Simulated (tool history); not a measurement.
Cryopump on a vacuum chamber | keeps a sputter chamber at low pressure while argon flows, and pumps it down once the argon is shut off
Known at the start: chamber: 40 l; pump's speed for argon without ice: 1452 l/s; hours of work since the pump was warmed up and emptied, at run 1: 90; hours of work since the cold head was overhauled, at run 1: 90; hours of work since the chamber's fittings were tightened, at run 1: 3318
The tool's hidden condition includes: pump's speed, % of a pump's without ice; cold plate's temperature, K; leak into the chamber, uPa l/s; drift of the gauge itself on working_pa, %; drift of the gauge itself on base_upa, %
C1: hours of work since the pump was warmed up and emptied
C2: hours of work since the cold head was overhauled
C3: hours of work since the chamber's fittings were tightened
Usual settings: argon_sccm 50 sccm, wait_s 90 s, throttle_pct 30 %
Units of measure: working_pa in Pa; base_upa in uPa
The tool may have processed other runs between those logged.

run 1 hour=0.0 | argon_sccm=50 wait_s=90 throttle_pct=30 | C1=90 C2=90 C3=3318 | working_pa=0.1943 base_upa=1.94
run 2 hour=27.0 | argon_sccm=50 wait_s=47 throttle_pct=30 | C1=110 C2=110 C3=3338 | working_pa=0.1957 base_upa=2.49
run 3 hour=56.4 | argon_sccm=50 wait_s=47 throttle_pct=30 | C1=131 C2=131 C3=3359 | working_pa=0.1968 base_upa=2.53
run 4 hour=80.8 | argon_sccm=50 wait_s=32 throttle_pct=30 | C1=149 C2=149 C3=3377 | working_pa=0.1970 base_upa=3.12
run 5 hour=102.1 | argon_sccm=50 wait_s=32 throttle_pct=30 | C1=165 C2=165 C3=3393 | working_pa=0.1951 base_upa=2.99
run 6 hour=121.9 | argon_sccm=50 wait_s=32 throttle_pct=30 | C1=180 C2=180 C3=3408 | working_pa=0.1969 base_upa=3.14
run 7 hour=141.8 | argon_sccm=27 wait_s=32 throttle_pct=30 | C1=194 C2=194 C3=3422 | working_pa=0.1055 base_upa=3.15
run 8 hour=165.9 | argon_sccm=96 wait_s=162 throttle_pct=23 | C1=212 C2=212 C3=3440 | working_pa=0.4941 base_upa=1.77
run 9 hour=184.8 | argon_sccm=54 wait_s=79 throttle_pct=20 | C1=226 C2=226 C3=3454 | working_pa=0.3154 base_upa=2.13
run 10 hour=208.3 | argon_sccm=27 wait_s=90 throttle_pct=24 | C1=243 C2=243 C3=3472 | working_pa=0.1330 base_upa=2.11
-- hour=221.6 leaking fittings of the chamber tightened, without venting
run 11 hour=237.7 | argon_sccm=27 wait_s=90 throttle_pct=24 | C1=264 C2=264 C3=12 | working_pa=0.1342 base_upa=0.88

Run 12 comes next. What will it give?
run 12 hour=262.4 | argon_sccm=50 wait_s=76 throttle_pct=30 | C1=282 C2=282 C3=30 | working_pa=? base_upa=?

Logged for run 12: working_pa 0.1979 Pa, base_upa 1.03 uPa.
On a tool with no hidden condition, and with the same random variation, this run would have come out at working_pa 0.1931 Pa, base_upa 0.99 uPa.
